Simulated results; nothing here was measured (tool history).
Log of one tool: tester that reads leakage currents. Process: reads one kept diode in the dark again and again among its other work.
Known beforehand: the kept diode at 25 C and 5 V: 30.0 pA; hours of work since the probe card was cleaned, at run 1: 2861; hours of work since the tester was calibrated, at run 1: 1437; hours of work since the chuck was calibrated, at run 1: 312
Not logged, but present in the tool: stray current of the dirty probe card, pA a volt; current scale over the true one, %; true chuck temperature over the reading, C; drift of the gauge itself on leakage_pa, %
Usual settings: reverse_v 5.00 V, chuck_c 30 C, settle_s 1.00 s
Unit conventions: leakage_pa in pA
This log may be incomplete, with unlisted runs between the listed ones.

run	hour	reverse_v	chuck_c	settle_s	hours of work since the probe card was cleaned	hours of work since the tester was calibrated	hours of work since the chuck was calibrated	leakage_pa
1	0.0	5.00	30	1.00	2861	1437	312	46.44
2	57.0	5.00	30	1.00	2889	1466	341	46.57
3	146.5	1.12	30	1.00	2935	1511	386	26.44
4	211.1	5.00	30	8.72	2967	1544	419	45.46
5	288.8	5.00	30	8.72	3007	1583	458	45.48
6	359.1	5.00	30	8.72	3042	1619	494	45.69
7	399.1	5.00	30	8.72	3062	1639	514	45.85
8	477.7	5.00	30	8.72	3102	1679	554	45.92
9	527.2	5.00	30	2.82	3127	1704	579	46.74
10	616.5	13.38	30	2.82	3172	1749	624	68.65
11	690.7	5.00	30	1.00	3210	1786	661	47.93
12	777.8	5.00	30	6.67	3253	1830	705	46.74
13	816.0	5.00	30	6.67	3273	1849	725	46.60
14	874.5	5.00	30	0.44	3302	1879	754	50.47
15	938.1	5.00	30	0.44	3334	1911	786	50.51
16	1012.2	5.00	30	1.00	3372	1949	824	48.54
17	1063.5	5.00	30	1.00	3398	1974	849	48.63
18	1143.1	5.00	30	1.00	3438	2015	890	48.60
19	1231.9	5.00	30	1.00	3483	2059	935	48.91
20	1277.0	5.00	30	1.00	3506	2082	957	49.29
21	1358.0	8.90	31	1.92	3546	2123	998	64.99
22	1424.1	4.28	29	1.00	3580	2156	1032	43.55
23	1482.5	2.00	29	5.02	3609	2186	1061	32.18
24	1521.4	5.00	39	1.00	3629	2206	1081	88.18
25	1581.9	1.70	47	9.37	3660	2236	1111	97.17
26	1653.4	3.63	23	9.37	3696	2272	1147	26.58
27	1745.2	2.41	37	1.00	3742	2319	1194	59.79
# hour 1787.2: probe card cleaned and baked
28	1794.3	1.40	30	1.89	4	2342	1217	30.37
29	1849.7	1.40	30	1.89	32	2370	1245	30.27
30	1897.2	6.65	30	1.89	56	2394	1269	53.98
31	1945.3	1.53	59	2.89	80	2418	1293	192.92
32	1999.2	1.53	59	2.89	107	2445	1320	193.83

What will run 33 give?
33	2077.0	1.53	59	2.89	146	2485	1360	?

{"run 33": {"leakage_pa": 193.27}}
On a tool with no hidden condition, and with the same random variation, this run would have come out at leakage_pa 175.45 pA.
